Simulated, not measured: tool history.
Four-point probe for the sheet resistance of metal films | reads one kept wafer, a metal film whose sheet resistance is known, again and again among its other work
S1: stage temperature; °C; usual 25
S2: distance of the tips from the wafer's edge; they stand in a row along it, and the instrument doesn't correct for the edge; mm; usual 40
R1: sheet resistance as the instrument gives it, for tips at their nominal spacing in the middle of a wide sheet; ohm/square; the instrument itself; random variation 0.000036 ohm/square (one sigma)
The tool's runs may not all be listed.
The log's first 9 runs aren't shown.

run 10 hour=410.5 | S1=25 S2=16 | R1=0.180976
run 11 hour=448 | S1=25 S2=35 | R1=0.180727
run 12 hour=491.4 | S1=25 S2=35 | R1=0.180728
run 13 hour=522.7 | S1=27 S2=40 | R1=0.18083
run 14 hour=584.8 | S1=25 S2=40 | R1=0.180729
run 15 hour=626.3 | S1=25 S2=40 | R1=0.180734
run 16 hour=686 | S1=25 S2=40 | R1=0.180737
run 17 hour=745.9 | S1=18 S2=40 | R1=0.180125
run 18 hour=774.4 | S1=18 S2=40 | R1=0.180153
run 19 hour=820.2 | S1=18 S2=40 | R1=0.180184
run 20 hour=857.4 | S1=20 S2=40 | R1=0.180387

The next listed run, before its measurement:
-- hour=860.6 stage's thermometer calibrated
run 21 hour=904.9 | S1=21 S2=3 | R1=?

Run 21 gave R1 0.190459 ohm/square.
Without the tool's hidden state the same run would have given R1 0.190876 ohm/square.
